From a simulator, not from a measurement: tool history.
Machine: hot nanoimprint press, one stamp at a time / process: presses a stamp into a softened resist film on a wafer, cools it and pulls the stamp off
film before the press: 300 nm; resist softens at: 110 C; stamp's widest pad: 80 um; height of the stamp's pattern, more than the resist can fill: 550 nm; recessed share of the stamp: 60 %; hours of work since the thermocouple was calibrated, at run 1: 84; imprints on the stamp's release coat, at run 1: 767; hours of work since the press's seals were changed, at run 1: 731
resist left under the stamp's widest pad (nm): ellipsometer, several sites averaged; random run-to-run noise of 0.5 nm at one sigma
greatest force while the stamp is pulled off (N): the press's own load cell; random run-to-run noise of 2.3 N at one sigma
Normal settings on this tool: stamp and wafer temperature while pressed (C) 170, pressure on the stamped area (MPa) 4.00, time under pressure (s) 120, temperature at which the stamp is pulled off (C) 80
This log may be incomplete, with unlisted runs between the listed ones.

run,hour,stamp and wafer temperature while pressed (C),pressure on the stamped area (MPa),time under pressure (s),temperature at which the stamp is pulled off (C),hours of work since the thermocouple was calibrated,imprints on the stamp's release coat,hours of work since the press's seals were changed,resist left under the stamp's widest pad (nm),greatest force while the stamp is pulled off (N)
1,0.0,170,4.00,120,80,84,767,731,176.4,130
2,16.7,170,4.00,120,80,96,841,743,176.7,137
3,54.6,170,4.00,120,80,122,1008,769,177.1,143
4,79.9,170,4.00,120,80,140,1120,787,177.9,145
5,108.2,170,4.00,120,80,159,1245,806,178.1,159
6,125.5,170,4.00,120,80,171,1322,818,178.7,161
7,161.5,170,4.80,120,80,196,1481,843,166.2,161
8,189.6,170,4.00,120,80,216,1605,863,179.1,166
9,218.6,170,4.00,120,80,236,1734,883,179.3,177
10,238.8,170,4.00,120,80,250,1823,897,179.1,179
11,263.9,170,4.00,120,65,268,1934,914,179.8,229
# hour 279.3: press's hydraulic seals changed and the load cell set to zero
12,296.3,170,5.47,120,65,284,2042,12,156.0,231
13,316.9,170,5.47,120,73,299,2133,26,156.6,216
14,354.9,170,5.47,120,73,325,2301,52,156.0,233
# hour 367.6: stamp cleaned and given a new release coat
15,377.6,170,4.00,67,80,337,44,64,208.2,105
16,399.9,170,4.00,67,80,352,143,80,209.1,110
17,422.9,169,4.00,86,80,368,244,96,202.0,112
18,449.1,170,4.00,88,69,386,360,114,196.8,141
# hour 455.6: plate thermocouple calibrated
19,477.2,160,5.93,120,76,15,471,131,207.3,136
20,496.1,175,5.66,235,74,28,555,144,104.1,143
21,525.2,174,4.00,120,80,48,684,164,162.2,131
22,549.3,174,4.00,120,80,65,790,181,163.3,139
23,580.0,165,4.00,120,80,86,926,203,207.7,143
24,606.8,165,4.00,120,80,105,1045,221,208.2,152
25,631.8,162,3.75,118,86,122,1155,238,228.8,137
26,658.2,170,4.00,73,73,141,1272,257,211.1,173
# hour 672.0: plate thermocouple calibrated, once more
27,697.0,170,4.00,73,73,17,1430,282,200.1,176
28,723.4,170,6.03,166,73,36,1547,300,129.6,184
29,758.1,170,4.00,100,69,60,1701,324,184.1,211
30,794.1,170,6.28,81,80,85,1860,349,165.3,184
31,829.7,162,6.28,174,87,110,2017,374,164.4,162

Consider 3 possible next runs. They are alternatives, not a sequence: every one starts from the tool as it was left by run 31. What does each give?
A,866.8,162,4.57,216,85,135,2181,400,?,?
B,866.8,174,6.28,174,87,135,2181,400,?,?
C,866.8,170,3.64,93,77,135,2181,400,?,?

run,resist left under the stamp's widest pad (nm),greatest force while the stamp is pulled off (N)
A,175.2,180
B,112.0,169
C,196.2,199
With no hidden state in the tool, these same runs would have given:
run,resist left under the stamp's widest pad (nm),greatest force while the stamp is pulled off (N)
A,172.3,97
B,109.4,92
C,193.8,107

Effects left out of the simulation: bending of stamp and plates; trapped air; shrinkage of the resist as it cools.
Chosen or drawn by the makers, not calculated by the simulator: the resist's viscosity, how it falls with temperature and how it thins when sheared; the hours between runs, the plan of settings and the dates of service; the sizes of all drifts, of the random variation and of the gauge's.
